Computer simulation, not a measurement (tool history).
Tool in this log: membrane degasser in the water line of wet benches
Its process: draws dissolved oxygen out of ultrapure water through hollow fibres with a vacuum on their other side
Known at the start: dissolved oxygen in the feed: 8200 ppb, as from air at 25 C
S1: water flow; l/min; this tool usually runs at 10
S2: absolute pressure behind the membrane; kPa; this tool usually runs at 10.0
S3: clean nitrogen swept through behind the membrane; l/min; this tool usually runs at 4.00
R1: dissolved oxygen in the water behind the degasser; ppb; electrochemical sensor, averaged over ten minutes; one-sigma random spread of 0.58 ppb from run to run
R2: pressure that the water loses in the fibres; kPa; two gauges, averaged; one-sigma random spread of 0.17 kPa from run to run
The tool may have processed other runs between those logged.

run    hour  S1    S2    S3     R1     R2
  1     0.0  10  10.0  4.00   49.2  29.51
  2    58.7  10  10.0  4.00   50.1  29.90
  3   131.6  10  10.0  4.00   49.4  29.74
  4   193.3  10  10.0  4.00   50.1  29.64
  5   272.4  10  10.0  4.00   49.2  30.07
  6   314.5  10  10.0  4.00   48.7  29.90
  7   359.9  10   8.0  4.00   37.6  30.01
  8   404.1  10   9.4  4.00   45.2  29.88
  9   463.5  10   9.4  4.00   45.3  29.86
 10   501.2   7  10.0  4.00   31.3  20.72
 11   585.8   7  10.0  4.00   31.5  21.08
 12   671.5   7  10.0  4.00   31.3  21.20
 13   745.4   7  10.0  4.00   31.2  21.21
 14   828.5   7  10.0  4.00   32.0  21.09
 15   899.1   7  10.0  4.00   32.5  21.15
 16   939.9  10  10.0  4.00   49.0  30.30
 17   984.4  10   6.3  9.18   15.6  30.59
 18  1021.3  13   8.9  2.06  105.4  39.47
 19  1059.7  13   8.9  5.25   53.6  39.58
 20  1141.5   8   8.4  8.00   15.3  23.65
 21  1187.4  10  10.0  6.40   33.2  29.56
 22  1277.2   6  24.1  6.40   48.9  17.80
 23  1343.9  13   7.2  2.72   64.8  38.64
 24  1408.6  10   6.9  4.25   29.5  29.83
 25  1474.3  10   6.9  4.25   28.8  29.65
 26  1525.6  10   6.6  5.28   22.9  30.09
 27  1593.0  10   6.6  5.28   23.1  29.77
 28  1637.4  10   6.6  5.28   23.7  29.83
 29  1699.1   9  11.2  5.15   39.3  26.94
 30  1783.6   9  11.2  5.15   39.7  26.78
 31  1840.6  10   7.5  2.86   44.5  30.03
 32  1920.1  12   6.9  2.10   64.9  36.40

Withheld: 1 entry from between the runs. Position of each, and hidden state at the listed run before versus the listed run after:
Run 19 -> run 20: gauge calibrated (hour 1125.0)
  drift of the gauge itself on loss_of_pressure_kpa, %: 2.83 -> 0.04
  measured value less the no-hidden-state value, R2: +1.11 -> +0.03 kPa
